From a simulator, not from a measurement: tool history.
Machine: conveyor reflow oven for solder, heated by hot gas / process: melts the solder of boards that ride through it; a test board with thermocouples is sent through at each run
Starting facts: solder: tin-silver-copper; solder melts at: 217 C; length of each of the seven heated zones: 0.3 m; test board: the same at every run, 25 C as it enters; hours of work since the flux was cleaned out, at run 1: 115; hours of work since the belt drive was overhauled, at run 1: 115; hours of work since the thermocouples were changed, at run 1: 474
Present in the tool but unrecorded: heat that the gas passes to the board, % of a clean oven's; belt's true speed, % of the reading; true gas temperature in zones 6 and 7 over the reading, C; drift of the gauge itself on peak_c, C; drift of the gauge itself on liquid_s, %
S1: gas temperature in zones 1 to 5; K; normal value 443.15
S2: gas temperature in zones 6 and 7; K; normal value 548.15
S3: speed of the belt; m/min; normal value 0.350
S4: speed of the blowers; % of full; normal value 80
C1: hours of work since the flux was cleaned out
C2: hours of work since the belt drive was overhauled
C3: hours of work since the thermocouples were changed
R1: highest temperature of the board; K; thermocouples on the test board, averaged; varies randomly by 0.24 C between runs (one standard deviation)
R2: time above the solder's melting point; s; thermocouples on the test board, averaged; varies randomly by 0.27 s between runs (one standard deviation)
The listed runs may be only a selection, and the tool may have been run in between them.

{"run": 1, "hour": 0.0, "S1": 443.15, "S2": 548.15, "S3": 0.35, "S4": 80, "C1": 115, "C2": 115, "C3": 474, "R1": 527.65, "R2": 77.3}
{"run": 2, "hour": 9.3, "S1": 443.15, "S2": 547.15, "S3": 0.35, "S4": 80, "C1": 121, "C2": 121, "C3": 480, "R1": 527.15, "R2": 76.4}
{"run": 3, "hour": 27.5, "S1": 443.15, "S2": 547.15, "S3": 0.35, "S4": 80, "C1": 133, "C2": 133, "C3": 492, "R1": 527.35, "R2": 76.5}
{"run": 4, "hour": 40.1, "S1": 443.15, "S2": 547.15, "S3": 0.35, "S4": 80, "C1": 142, "C2": 142, "C3": 501, "R1": 527.05, "R2": 76.6}
{"run": 5, "hour": 51.0, "S1": 443.15, "S2": 547.15, "S3": 0.35, "S4": 80, "C1": 149, "C2": 149, "C3": 508, "R1": 527.05, "R2": 75.9}
{"run": 6, "hour": 65.3, "S1": 443.15, "S2": 547.15, "S3": 0.35, "S4": 80, "C1": 159, "C2": 159, "C3": 518, "R1": 526.95, "R2": 76.4}
{"run": 7, "hour": 81.5, "S1": 443.15, "S2": 547.15, "S3": 0.35, "S4": 80, "C1": 170, "C2": 170, "C3": 529, "R1": 526.75, "R2": 75.8}
{"run": 8, "hour": 90.3, "S1": 443.15, "S2": 547.15, "S3": 0.35, "S4": 80, "C1": 175, "C2": 175, "C3": 535, "R1": 527.15, "R2": 76.1}
{"run": 9, "hour": 99.4, "S1": 443.15, "S2": 547.15, "S3": 0.35, "S4": 80, "C1": 182, "C2": 182, "C3": 541, "R1": 526.55, "R2": 76.1}
{"run": 10, "hour": 114.9, "S1": 443.15, "S2": 547.15, "S3": 0.35, "S4": 80, "C1": 192, "C2": 192, "C3": 551, "R1": 526.55, "R2": 75.9}
{"run": 11, "hour": 130.3, "S1": 443.15, "S2": 548.15, "S3": 0.35, "S4": 80, "C1": 202, "C2": 202, "C3": 561, "R1": 527.55, "R2": 77.0}
{"run": 12, "hour": 148.3, "S1": 443.15, "S2": 548.15, "S3": 0.35, "S4": 80, "C1": 214, "C2": 214, "C3": 573, "R1": 527.65, "R2": 76.8}
{"run": 13, "hour": 164.1, "S1": 443.15, "S2": 548.15, "S3": 0.35, "S4": 80, "C1": 225, "C2": 225, "C3": 584, "R1": 527.15, "R2": 76.7}
{"run": 14, "hour": 173.2, "S1": 443.15, "S2": 548.15, "S3": 0.35, "S4": 80, "C1": 231, "C2": 231, "C3": 590, "R1": 527.45, "R2": 76.5}
{"hour": 180.8, "done": "flux residue cleaned out of gas plates and filters"}
{"run": 15, "hour": 194.4, "S1": 443.15, "S2": 548.15, "S3": 0.35, "S4": 80, "C1": 9, "C2": 242, "C3": 601, "R1": 528.45, "R2": 78.0}
{"run": 16, "hour": 207.8, "S1": 443.15, "S2": 548.15, "S3": 0.35, "S4": 80, "C1": 18, "C2": 251, "C3": 610, "R1": 528.05, "R2": 78.3}
{"run": 17, "hour": 222.5, "S1": 443.15, "S2": 543.15, "S3": 0.378, "S4": 80, "C1": 28, "C2": 261, "C3": 620, "R1": 521.55, "R2": 65.1}
{"run": 18, "hour": 235.5, "S1": 443.15, "S2": 543.15, "S3": 0.378, "S4": 80, "C1": 37, "C2": 270, "C3": 629, "R1": 521.35, "R2": 65.6}
{"run": 19, "hour": 251.6, "S1": 443.15, "S2": 543.15, "S3": 0.378, "S4": 80, "C1": 48, "C2": 280, "C3": 640, "R1": 521.55, "R2": 64.5}
{"run": 20, "hour": 260.4, "S1": 443.15, "S2": 543.15, "S3": 0.376, "S4": 80, "C1": 53, "C2": 286, "C3": 645, "R1": 521.45, "R2": 65.4}
{"run": 21, "hour": 268.6, "S1": 447.15, "S2": 543.15, "S3": 0.376, "S4": 87, "C1": 59, "C2": 292, "C3": 651, "R1": 523.55, "R2": 69.8}
{"run": 22, "hour": 276.3, "S1": 452.15, "S2": 556.15, "S3": 0.376, "S4": 89, "C1": 64, "C2": 297, "C3": 656, "R1": 535.95, "R2": 81.9}
{"hour": 281.7, "done": "belt drive overhauled, speed set with a stopwatch"}
{"run": 23, "hour": 289.0, "S1": 452.15, "S2": 556.15, "S3": 0.376, "S4": 89, "C1": 70, "C2": 5, "C3": 662, "R1": 536.05, "R2": 82.4}
{"run": 24, "hour": 306.8, "S1": 436.15, "S2": 554.15, "S3": 0.291, "S4": 72, "C1": 82, "C2": 17, "C3": 674, "R1": 537.15, "R2": 100.5}
{"run": 25, "hour": 318.4, "S1": 434.15, "S2": 561.15, "S3": 0.35, "S4": 55, "C1": 90, "C2": 25, "C3": 682, "R1": 530.55, "R2": 74.9}
{"run": 26, "hour": 326.2, "S1": 434.15, "S2": 561.15, "S3": 0.35, "S4": 55, "C1": 95, "C2": 30, "C3": 687, "R1": 530.85, "R2": 74.6}
{"hour": 333.0, "done": "belt drive overhauled, speed set with a stopwatch, once more"}
{"run": 27, "hour": 348.5, "S1": 434.15, "S2": 561.15, "S3": 0.35, "S4": 55, "C1": 107, "C2": 10, "C3": 699, "R1": 529.25, "R2": 72.9}
{"run": 28, "hour": 362.6, "S1": 443.15, "S2": 548.15, "S3": 0.342, "S4": 80, "C1": 117, "C2": 20, "C3": 709, "R1": 528.15, "R2": 79.1}
{"run": 29, "hour": 370.2, "S1": 443.15, "S2": 548.15, "S3": 0.342, "S4": 80, "C1": 122, "C2": 25, "C3": 714, "R1": 527.75, "R2": 79.0}
{"run": 30, "hour": 388.9, "S1": 443.15, "S2": 559.15, "S3": 0.304, "S4": 80, "C1": 134, "C2": 38, "C3": 726, "R1": 542.05, "R2": 102.0}
{"run": 31, "hour": 400.4, "S1": 443.15, "S2": 559.15, "S3": 0.304, "S4": 80, "C1": 142, "C2": 45, "C3": 734, "R1": 541.95, "R2": 101.5}

Measured minus without-hidden-state, run by run (identical run-to-run variation in each term; gauge scatter may differ):
run=1 R1=-1.80 R2=-1.4
run=2 R1=-1.90 R2=-1.5
run=3 R1=-2.00 R2=-1.5
run=4 R1=-2.00 R2=-1.6
run=5 R1=-2.00 R2=-1.7
run=6 R1=-2.10 R2=-1.7
run=7 R1=-2.20 R2=-1.8
run=8 R1=-2.30 R2=-1.8
run=9 R1=-2.40 R2=-1.9
run=10 R1=-2.40 R2=-1.9
run=11 R1=-2.50 R2=-1.9
run=12 R1=-2.60 R2=-2.0
run=13 R1=-2.60 R2=-2.1
run=14 R1=-2.60 R2=-2.1
run=15 R1=-1.40 R2=-0.5
run=16 R1=-1.50 R2=-0.5
run=17 R1=-1.50 R2=-0.8
run=18 R1=-1.50 R2=-0.9
run=19 R1=-1.60 R2=-1.1
run=20 R1=-1.70 R2=-1.1
run=21 R1=-1.80 R2=-0.9
run=22 R1=-1.80 R2=-0.5
run=23 R1=-1.80 R2=-0.1
run=24 R1=-1.90 R2=-0.2
run=25 R1=-1.70 R2=-0.5
run=26 R1=-1.70 R2=-0.5
run=27 R1=-2.40 R2=-2.4
run=28 R1=-2.50 R2=-2.4
run=29 R1=-2.60 R2=-2.4
run=30 R1=-2.70 R2=-1.9
run=31 R1=-2.70 R2=-2.0
